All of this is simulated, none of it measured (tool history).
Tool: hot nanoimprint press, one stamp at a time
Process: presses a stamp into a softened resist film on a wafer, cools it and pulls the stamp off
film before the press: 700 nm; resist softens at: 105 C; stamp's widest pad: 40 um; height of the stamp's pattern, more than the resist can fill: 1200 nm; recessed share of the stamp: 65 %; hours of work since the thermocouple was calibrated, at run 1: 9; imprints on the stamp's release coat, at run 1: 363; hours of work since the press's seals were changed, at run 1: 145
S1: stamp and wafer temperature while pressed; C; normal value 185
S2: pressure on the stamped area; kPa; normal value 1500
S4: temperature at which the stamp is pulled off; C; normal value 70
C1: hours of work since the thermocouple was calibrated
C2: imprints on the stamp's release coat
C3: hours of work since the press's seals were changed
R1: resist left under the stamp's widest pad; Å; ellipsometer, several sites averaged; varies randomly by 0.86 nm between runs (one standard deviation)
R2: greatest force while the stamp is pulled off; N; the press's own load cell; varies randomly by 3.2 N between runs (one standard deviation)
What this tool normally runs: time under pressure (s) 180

{"run": 1, "hour": 0.0, "S1": 185, "S2": 1500, "time under pressure (s)": 180, "S4": 70, "C1": 9, "C2": 363, "C3": 145, "R1": 3501, "R2": 201}
{"run": 2, "hour": 24.6, "S1": 185, "S2": 1500, "time under pressure (s)": 180, "S4": 66, "C1": 25, "C2": 428, "C3": 160, "R1": 3494, "R2": 236}
{"run": 3, "hour": 42.7, "S1": 185, "S2": 1500, "time under pressure (s)": 180, "S4": 66, "C1": 36, "C2": 476, "C3": 171, "R1": 3471, "R2": 230}
{"run": 4, "hour": 59.6, "S1": 185, "S2": 1500, "time under pressure (s)": 148, "S4": 70, "C1": 47, "C2": 521, "C3": 182, "R1": 3694, "R2": 214}
{"run": 5, "hour": 82.7, "S1": 185, "S2": 1500, "time under pressure (s)": 180, "S4": 70, "C1": 61, "C2": 583, "C3": 197, "R1": 3453, "R2": 221}
{"run": 6, "hour": 104.0, "S1": 185, "S2": 1500, "time under pressure (s)": 180, "S4": 70, "C1": 75, "C2": 639, "C3": 210, "R1": 3466, "R2": 220}
{"run": 7, "hour": 129.3, "S1": 185, "S2": 1500, "time under pressure (s)": 219, "S4": 70, "C1": 91, "C2": 706, "C3": 226, "R1": 3226, "R2": 224}
{"run": 8, "hour": 145.1, "S1": 185, "S2": 1500, "time under pressure (s)": 219, "S4": 70, "C1": 101, "C2": 748, "C3": 236, "R1": 3232, "R2": 229}
{"hour": 166.4, "done": "stamp cleaned and given a new release coat"}
{"run": 9, "hour": 174.2, "S1": 185, "S2": 1500, "time under pressure (s)": 219, "S4": 70, "C1": 115, "C2": 21, "C3": 250, "R1": 3248, "R2": 178}
{"run": 10, "hour": 189.6, "S1": 185, "S2": 1500, "time under pressure (s)": 219, "S4": 70, "C1": 125, "C2": 61, "C3": 260, "R1": 3245, "R2": 184}
{"run": 11, "hour": 209.6, "S1": 185, "S2": 1500, "time under pressure (s)": 219, "S4": 70, "C1": 137, "C2": 114, "C3": 273, "R1": 3237, "R2": 189}
{"run": 12, "hour": 225.7, "S1": 185, "S2": 1500, "time under pressure (s)": 180, "S4": 70, "C1": 147, "C2": 157, "C3": 283, "R1": 3421, "R2": 186}
{"hour": 230.0, "done": "plate thermocouple calibrated"}
{"run": 13, "hour": 246.0, "S1": 185, "S2": 1500, "time under pressure (s)": 180, "S4": 70, "C1": 10, "C2": 203, "C3": 294, "R1": 3433, "R2": 191}
{"run": 14, "hour": 268.8, "S1": 185, "S2": 1500, "time under pressure (s)": 180, "S4": 70, "C1": 24, "C2": 264, "C3": 308, "R1": 3421, "R2": 195}
{"run": 15, "hour": 288.0, "S1": 185, "S2": 1500, "time under pressure (s)": 180, "S4": 70, "C1": 37, "C2": 315, "C3": 320, "R1": 3412, "R2": 192}
{"run": 16, "hour": 313.1, "S1": 185, "S2": 1500, "time under pressure (s)": 317, "S4": 62, "C1": 52, "C2": 381, "C3": 336, "R1": 2825, "R2": 250}
{"hour": 324.4, "done": "plate thermocouple calibrated, once more"}
{"run": 17, "hour": 342.4, "S1": 185, "S2": 1500, "time under pressure (s)": 180, "S4": 58, "C1": 11, "C2": 451, "C3": 352, "R1": 3513, "R2": 269}
{"run": 18, "hour": 368.2, "S1": 185, "S2": 1500, "time under pressure (s)": 180, "S4": 58, "C1": 28, "C2": 519, "C3": 369, "R1": 3516, "R2": 289}
{"run": 19, "hour": 380.6, "S1": 185, "S2": 1500, "time under pressure (s)": 180, "S4": 58, "C1": 35, "C2": 552, "C3": 376, "R1": 3501, "R2": 292}
{"run": 20, "hour": 394.2, "S1": 190, "S2": 1120, "time under pressure (s)": 254, "S4": 68, "C1": 44, "C2": 588, "C3": 385, "R1": 3090, "R2": 227}
{"run": 21, "hour": 407.0, "S1": 190, "S2": 1120, "time under pressure (s)": 254, "S4": 68, "C1": 52, "C2": 623, "C3": 393, "R1": 3095, "R2": 234}
{"run": 22, "hour": 430.2, "S1": 185, "S2": 1500, "time under pressure (s)": 143, "S4": 65, "C1": 66, "C2": 684, "C3": 408, "R1": 3769, "R2": 261}
{"run": 23, "hour": 450.6, "S1": 185, "S2": 1500, "time under pressure (s)": 143, "S4": 65, "C1": 79, "C2": 738, "C3": 420, "R1": 3752, "R2": 265}
{"hour": 476.0, "done": "stamp cleaned and given a new release coat"}
{"run": 24, "hour": 479.8, "S1": 189, "S2": 1750, "time under pressure (s)": 180, "S4": 70, "C1": 94, "C2": 10, "C3": 435, "R1": 2797, "R2": 183}
{"run": 25, "hour": 500.9, "S1": 177, "S2": 1460, "time under pressure (s)": 155, "S4": 61, "C1": 107, "C2": 66, "C3": 448, "R1": 4761, "R2": 229}
{"run": 26, "hour": 513.6, "S1": 185, "S2": 1500, "time under pressure (s)": 264, "S4": 70, "C1": 115, "C2": 100, "C3": 456, "R1": 3080, "R2": 185}
{"run": 27, "hour": 537.2, "S1": 185, "S2": 2220, "time under pressure (s)": 352, "S4": 70, "C1": 130, "C2": 162, "C3": 471, "R1": 2238, "R2": 189}
{"run": 28, "hour": 562.8, "S1": 194, "S2": 1550, "time under pressure (s)": 180, "S4": 56, "C1": 146, "C2": 230, "C3": 487, "R1": 2529, "R2": 270}
{"run": 29, "hour": 589.0, "S1": 185, "S2": 940, "time under pressure (s)": 200, "S4": 67, "C1": 163, "C2": 299, "C3": 504, "R1": 4226, "R2": 214}

Selected run-to-run steps in R1, each split into two signed amounts: the part the tool would show with no hidden state at all (from settings, incoming material and random variation), and the remainder, which goes to the hidden state together with any gauge scatter not common to the measured and the hidden-state-free results:
What the log doesn't record here: true temperature over the reading, C; pressure that arrives at the usual setting, %; grip of the stamp's worn release coat, % over a new coat's; drift of the gauge itself on residual_nm, %; drift of the gauge itself on pull_off_n, %.
Run 16 -> 17: time under pressure (s) 317 -> 180, S4 62 -> 58, plate thermocouple calibrated, once more. R1 +688 Å: hidden state +94, all else +594.
Run 24 -> 25: S1 189 -> 177, S2 1750 -> 1460, time under pressure (s) 180 -> 155, S4 70 -> 61. R1 +1964 Å: hidden state -13, all else +1977.
Run 28 -> 29: S1 194 -> 185, S2 1550 -> 940, time under pressure (s) 180 -> 200, S4 56 -> 67. R1 +1697 Å: hidden state -26, all else +1723.
